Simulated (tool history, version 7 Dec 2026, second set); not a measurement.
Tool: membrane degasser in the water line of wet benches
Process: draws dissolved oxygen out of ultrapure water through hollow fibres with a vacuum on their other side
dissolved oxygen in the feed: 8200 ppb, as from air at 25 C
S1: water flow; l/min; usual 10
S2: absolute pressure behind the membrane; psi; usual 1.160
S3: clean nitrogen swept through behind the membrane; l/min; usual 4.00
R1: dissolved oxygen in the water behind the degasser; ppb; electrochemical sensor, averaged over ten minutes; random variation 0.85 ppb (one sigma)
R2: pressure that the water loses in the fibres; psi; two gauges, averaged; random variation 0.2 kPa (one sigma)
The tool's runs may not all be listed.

run    hour  S1     S2    S3     R1     R2
  1     0.0  10  1.160  4.00   91.5  6.850
  2   242.5  10  1.485  4.00  104.8  6.849
  3   585.2  10  1.485  4.00  104.8  6.801
  4   870.2  10  1.485  4.00  106.9  6.886
  5  1016.4  10  1.485  4.00  105.5  6.823
  6  1292.5  10  1.160  4.00   90.9  6.796
  7  1612.9  10  1.160  4.00   93.5  6.870
  8  1763.6  10  1.160  4.00   92.2  6.846
  9  2012.7  10  1.160  4.00   92.9  6.836
 10  2181.8  10  1.160  4.00   92.9  6.872
 11  2365.7   6  1.160  4.00   24.7  4.134
 12  2709.4  10  0.859  4.00   81.9  6.859
 13  2995.9  10  0.859  4.00   81.5  6.834
 14  3335.0  10  0.859  4.00   83.0  6.886
 15  3573.8  10  0.859  4.00   81.6  6.915
 16  3752.9  10  1.066  5.52   85.1  6.865
 17  4078.9   7  2.788  3.90   88.8  4.844
     4379.8  -- vacuum gauge calibrated
 18  4379.8   7  2.788  3.90   88.1  4.844
 19  4691.0  10  1.079  4.00   91.4  6.883
 20  4849.1  10  1.160  2.04  126.2  6.910
 21  5049.2  13  0.857  4.00  190.5  9.053
 22  5244.7  13  0.857  4.00  189.7  9.034

Forecast run 23:
 23  5422.1  13  0.857  4.00   ?   ?

R1: 189.1 ppb
R2: 8.995 psi
Without the tool's hidden state the same run would have given R1 154.1 ppb, R2 8.498 psi.

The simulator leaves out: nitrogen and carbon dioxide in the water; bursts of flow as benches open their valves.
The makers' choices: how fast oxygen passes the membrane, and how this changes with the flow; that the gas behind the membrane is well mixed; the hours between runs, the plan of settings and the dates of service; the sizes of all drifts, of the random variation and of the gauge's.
